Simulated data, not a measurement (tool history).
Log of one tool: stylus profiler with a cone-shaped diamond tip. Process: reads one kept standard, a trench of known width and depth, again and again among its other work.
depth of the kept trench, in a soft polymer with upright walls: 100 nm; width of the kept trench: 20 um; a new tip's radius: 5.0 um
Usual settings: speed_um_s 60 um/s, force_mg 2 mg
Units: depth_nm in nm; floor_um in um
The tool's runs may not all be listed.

run 1 hour=0 | speed_um_s=60 force_mg=2 | depth_nm=100.96 floor_um=17.44
run 2 hour=15.3 | speed_um_s=60 force_mg=2 | depth_nm=100.93 floor_um=17.43
run 3 hour=43.2 | speed_um_s=60 force_mg=2 | depth_nm=100.92 floor_um=17.45
run 4 hour=70.9 | speed_um_s=60 force_mg=2 | depth_nm=100.93 floor_um=17.46
run 5 hour=103.8 | speed_um_s=60 force_mg=2 | depth_nm=100.92 floor_um=17.42
run 6 hour=132.2 | speed_um_s=60 force_mg=2 | depth_nm=100.91 floor_um=17.44
run 7 hour=155.1 | speed_um_s=60 force_mg=2 | depth_nm=100.89 floor_um=17.42
run 8 hour=188.6 | speed_um_s=60 force_mg=2 | depth_nm=100.91 floor_um=17.37
run 9 hour=221.9 | speed_um_s=60 force_mg=2 | depth_nm=100.91 floor_um=17.38
run 10 hour=237.4 | speed_um_s=18 force_mg=2 | depth_nm=100.89 floor_um=17.61
run 11 hour=269.8 | speed_um_s=60 force_mg=2 | depth_nm=100.89 floor_um=17.4
run 12 hour=296.8 | speed_um_s=60 force_mg=1.43 | depth_nm=100.67 floor_um=17.32
run 13 hour=315.4 | speed_um_s=60 force_mg=1.43 | depth_nm=100.65 floor_um=17.35
-- hour=323.9 height scale calibrated on a step standard
run 14 hour=337.6 | speed_um_s=60 force_mg=1.43 | depth_nm=100.9 floor_um=17.36
run 15 hour=367.1 | speed_um_s=60 force_mg=1.43 | depth_nm=100.89 floor_um=17.41
run 16 hour=388.6 | speed_um_s=60 force_mg=1.43 | depth_nm=100.88 floor_um=17.3
run 17 hour=421.7 | speed_um_s=60 force_mg=4.88 | depth_nm=102.06 floor_um=17.38
run 18 hour=447.9 | speed_um_s=60 force_mg=4.05 | depth_nm=101.81 floor_um=17.45
run 19 hour=473.6 | speed_um_s=60 force_mg=4.05 | depth_nm=101.79 floor_um=17.44
run 20 hour=502 | speed_um_s=24 force_mg=2 | depth_nm=101.11 floor_um=17.52
run 21 hour=522.4 | speed_um_s=60 force_mg=2 | depth_nm=101.1 floor_um=17.34
run 22 hour=544.1 | speed_um_s=60 force_mg=2 | depth_nm=101.09 floor_um=17.35
run 23 hour=568.2 | speed_um_s=60 force_mg=2 | depth_nm=101.07 floor_um=17.35
run 24 hour=600.4 | speed_um_s=60 force_mg=2 | depth_nm=101.09 floor_um=17.34
run 25 hour=618.1 | speed_um_s=111 force_mg=3.41 | depth_nm=101.57 floor_um=17.15
run 26 hour=649.1 | speed_um_s=60 force_mg=4.37 | depth_nm=101.87 floor_um=17.37
run 27 hour=685 | speed_um_s=60 force_mg=4.37 | depth_nm=101.87 floor_um=17.35
run 28 hour=702.4 | speed_um_s=60 force_mg=4.37 | depth_nm=101.86 floor_um=17.34
run 29 hour=720.9 | speed_um_s=151 force_mg=2.07 | depth_nm=101.12 floor_um=16.83

Forecast run 30:
run 30 hour=736.5 | speed_um_s=32 force_mg=2.07 | depth_nm=? floor_um=?

depth_nm: 101.08 nm
floor_um: 17.4 um
Without the tool's hidden state the same run would have given depth_nm 101.17 nm, floor_um 17.82 um.
